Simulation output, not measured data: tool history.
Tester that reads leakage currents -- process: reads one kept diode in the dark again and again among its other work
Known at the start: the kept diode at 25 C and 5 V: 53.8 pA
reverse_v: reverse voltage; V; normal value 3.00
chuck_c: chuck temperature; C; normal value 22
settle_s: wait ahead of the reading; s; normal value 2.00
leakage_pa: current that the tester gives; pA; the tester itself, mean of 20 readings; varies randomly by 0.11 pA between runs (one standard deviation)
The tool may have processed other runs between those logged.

run	hour	reverse_v	chuck_c	settle_s	leakage_pa
1	0.0	3.00	22	2.00	36.42
2	84.4	3.00	22	2.00	36.21
3	170.7	3.00	22	2.00	36.37
4	271.8	3.00	22	2.00	36.33
5	442.8	3.00	22	0.30	37.21
6	616.5	3.00	22	0.30	37.16
7	773.3	3.00	22	0.30	37.18
8	859.3	3.00	22	0.30	37.22
9	972.8	3.00	22	0.30	37.36
10	1095.9	3.00	22	2.00	36.45
11	1260.5	2.67	22	2.00	34.23
12	1426.6	2.67	22	2.00	34.37
13	1602.9	3.16	36	0.71	121.84
# hour 1651.3: tester calibrated
14	1719.5	3.00	34	2.00	98.11
15	1840.2	3.00	25	1.30	46.33
16	1912.4	18.01	30	6.27	179.31
17	2059.5	18.01	30	6.27	178.72
18	2190.7	8.41	38	0.31	224.68
19	2294.5	2.35	56	4.04	527.71
20	2401.3	14.41	34	6.57	211.88
21	2559.1	16.39	24	3.60	116.01

Branching from run 21: 5 alternative next runs. What would each branch give?
A	2722.5	4.29	24	1.21	?
B	2722.5	16.39	41	0.59	?
C	2722.5	8.12	23	5.89	?
D	2722.5	10.69	23	5.19	?
E	2722.5	1.39	54	4.20	?

run	leakage_pa
A	52.28
B	390.16
C	69.87
D	83.06
E	353.55
With the hidden condition removed and each run's random variation left untouched, the same runs would have given:
run	leakage_pa
A	46.42
B	390.02
C	54.80
D	61.85
E	391.74
